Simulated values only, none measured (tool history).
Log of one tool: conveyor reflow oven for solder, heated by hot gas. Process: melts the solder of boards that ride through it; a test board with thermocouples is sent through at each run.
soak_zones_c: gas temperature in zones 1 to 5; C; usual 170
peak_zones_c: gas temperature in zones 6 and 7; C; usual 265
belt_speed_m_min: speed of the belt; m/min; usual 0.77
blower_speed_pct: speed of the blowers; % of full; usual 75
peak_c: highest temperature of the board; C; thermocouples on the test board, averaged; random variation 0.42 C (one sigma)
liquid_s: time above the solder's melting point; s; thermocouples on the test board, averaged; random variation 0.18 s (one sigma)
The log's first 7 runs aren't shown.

| run | hour | soak_zones_c | peak_zones_c | belt_speed_m_min | blower_speed_pct | hours of work since the flux was cleaned out | hours of work since the belt drive was overhauled | hours of work since the thermocouples were changed | peak_c | liquid_s |
|---|---|---|---|---|---|---|---|---|---|---|
| 8 | 109.8 | 170 | 265 | 0.77 | 75 | 59 | 352 | 733 | 249.2 | 32.7 |
| 9 | 124.3 | 170 | 265 | 0.77 | 75 | 68 | 361 | 741 | 249.2 | 32.8 |
| 10 | 135 | 170 | 265 | 0.77 | 75 | 74 | 367 | 748 | 248.2 | 32.8 |
| 11 | 145.3 | 170 | 265 | 0.767 | 75 | 80 | 373 | 754 | 248.6 | 32.8 |
| 12 | 158.4 | 170 | 265 | 0.767 | 75 | 88 | 381 | 761 | 248.4 | 33.1 |
| 13 | 175.6 | 170 | 265 | 0.767 | 75 | 98 | 391 | 772 | 248.1 | 32.9 |
| 14 | 193.5 | 170 | 265 | 0.767 | 75 | 109 | 402 | 782 | 248.9 | 33 |
| 15 | 207.8 | 170 | 265 | 0.767 | 75 | 117 | 410 | 791 | 249 | 32.7 |
| 16 | 225.6 | 170 | 265 | 0.767 | 75 | 128 | 421 | 801 | 249 | 32.8 |
| 17 | 243.7 | 170 | 279 | 0.77 | 75 | 138 | 431 | 812 | 261.7 | 37.7 |
| 18 | 254.2 | 170 | 265 | 0.918 | 75 | 144 | 437 | 818 | 242.4 | 23.5 |
| 19 | 265.9 | 170 | 270 | 0.77 | 81 | 151 | 444 | 825 | 254.2 | 35.4 |
| 20 | 276.4 | 172 | 265 | 0.718 | 64 | 157 | 451 | 831 | 249.1 | 35.5 |
| 21 | 285.3 | 172 | 265 | 0.746 | 64 | 163 | 456 | 836 | 248.3 | 33.7 |
| 22 | 295 | 172 | 265 | 0.746 | 64 | 168 | 461 | 842 | 247.7 | 33.5 |
| 23 | 304.2 | 172 | 266 | 0.746 | 64 | 174 | 467 | 847 | 249 | 34.1 |
| 24 | 313.1 | 172 | 266 | 0.746 | 64 | 179 | 472 | 853 | 248.9 | 33.8 |
| 25 | 326.1 | 174 | 264 | 0.75 | 64 | 187 | 480 | 860 | 247.5 | 33.2 |
| 26 | 341.4 | 162 | 270 | 0.746 | 59 | 196 | 489 | 869 | 249.1 | 31.7 |
| 27 | 353.3 | 156 | 268 | 0.665 | 53 | 203 | 496 | 876 | 248.8 | 34.7 |
| 28 | 372.8 | 164 | 256 | 0.671 | 53 | 214 | 507 | 888 | 239.4 | 29.9 |
| 29 | 392.2 | 164 | 256 | 0.671 | 85 | 226 | 519 | 899 | 244.7 | 35.7 |
| 30 | 404.3 | 180 | 265 | 0.77 | 55 | 233 | 526 | 906 | 246.5 | 32.7 |
| 31 | 422.1 | 184 | 265 | 0.866 | 60 | 243 | 536 | 917 | 244.5 | 28.7 |

Forecast each of these 3 alternatives for the next run:
| A | 441.1 | 170 | 255 | 0.77 | 53 | 255 | 548 | 928 | ? | ? |
| B | 441.1 | 164 | 278 | 0.77 | 75 | 255 | 548 | 928 | ? | ? |
| C | 441.1 | 161 | 265 | 0.866 | 69 | 255 | 548 | 928 | ? | ? |

| run | peak_c | liquid_s |
|---|---|---|
| A | 236 | 23.1 |
| B | 260 | 35.9 |
| C | 241.7 | 22.9 |
Without the tool's hidden state the same runs would have given:
| run | peak_c | liquid_s |
|---|---|---|
| A | 236.2 | 23.3 |
| B | 260.3 | 36 |
| C | 242 | 23 |

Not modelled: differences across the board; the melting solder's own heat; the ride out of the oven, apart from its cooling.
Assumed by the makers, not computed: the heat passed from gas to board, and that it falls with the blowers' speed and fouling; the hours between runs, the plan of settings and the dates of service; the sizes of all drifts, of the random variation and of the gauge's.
